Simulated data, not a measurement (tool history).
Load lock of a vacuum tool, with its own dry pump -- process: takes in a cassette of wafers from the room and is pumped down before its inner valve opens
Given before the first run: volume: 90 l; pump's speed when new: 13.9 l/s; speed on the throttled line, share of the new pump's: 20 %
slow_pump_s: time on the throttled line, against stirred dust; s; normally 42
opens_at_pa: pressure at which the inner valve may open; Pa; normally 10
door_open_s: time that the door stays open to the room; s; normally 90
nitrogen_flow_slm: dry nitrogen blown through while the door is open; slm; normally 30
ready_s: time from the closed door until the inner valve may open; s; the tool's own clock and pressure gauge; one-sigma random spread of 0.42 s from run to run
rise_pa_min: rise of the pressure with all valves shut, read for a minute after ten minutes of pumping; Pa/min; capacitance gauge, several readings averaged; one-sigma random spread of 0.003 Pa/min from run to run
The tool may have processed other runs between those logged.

run,day,slow_pump_s,opens_at_pa,door_open_s,nitrogen_flow_slm,"incoming humidity of the room's air, %",ready_s,rise_pa_min
1,0,42,10,90,30,42.2,97,0.199
2,6.15,42,10,90,30,44.8,97.4,0.208
3,12.692,42,10,90,30,46.1,97.2,0.211
4,22.988,42,13,90,30,48.5,94.7,0.218
5,37.45,42,10,90,30,42.5,97.9,0.234
6,50.646,42,10,90,30,46,97.4,0.239
7,65.062,42,10,39,30,45.2,97.3,0.244
8,74.217,42,10,39,30,45,98,0.256
9,87.688,42,10,90,30,45.2,97.9,0.263
10,93.754,42,10,90,30,46.5,98.6,0.268
11,101.029,42,10,90,30,44.2,98.1,0.277
12,115.462,42,10,90,30,47.2,97.9,0.291
13,124.162,42,10,90,30,47.9,98.8,0.293
14,137.754,42,11,81,7,49.4,98.8,0.323
15,148.229,42,11,81,7,48.9,97.7,0.331
16,162.558,42,11,81,7,46.4,98.8,0.34
17,175.554,42,11,81,7,41.4,98.5,0.345
18,181.55,42,8,107,30,41.9,101.4,0.351
19,193.562,42,8,107,30,43.8,100.7,0.353
20,202.721,42,8,107,30,43.5,101,0.367
21,213,42,11,90,30,45.2,97.9,0.375
22,220.304,42,10,90,30,46.5,99.7,0.372
23,234.017,42,7,90,23,44.4,102.5,0.398
24,247.692,42,7,90,23,47.4,102.1,0.403
25,261.292,42,7,90,23,46.3,102.7,0.418

4 ways to go on from here, each from the tool as it stands after run 25. What would each give?
A,271.15,42,10,59,5,46.5,?,?
B,271.15,42,8,90,23,43.7,?,?
C,271.15,42,10,32,30,46.4,?,?
D,271.15,82,8,90,12,44.8,?,?

run,ready_s,rise_pa_min
A,99.6,0.426
B,102.5,0.424
C,100.5,0.42
D,133,0.433
What these runs would have given with no unlogged condition in the tool:
run,ready_s,rise_pa_min
A,93.7,0.014
B,96.4,0.007
C,94.6,0.005
D,127.8,0.015

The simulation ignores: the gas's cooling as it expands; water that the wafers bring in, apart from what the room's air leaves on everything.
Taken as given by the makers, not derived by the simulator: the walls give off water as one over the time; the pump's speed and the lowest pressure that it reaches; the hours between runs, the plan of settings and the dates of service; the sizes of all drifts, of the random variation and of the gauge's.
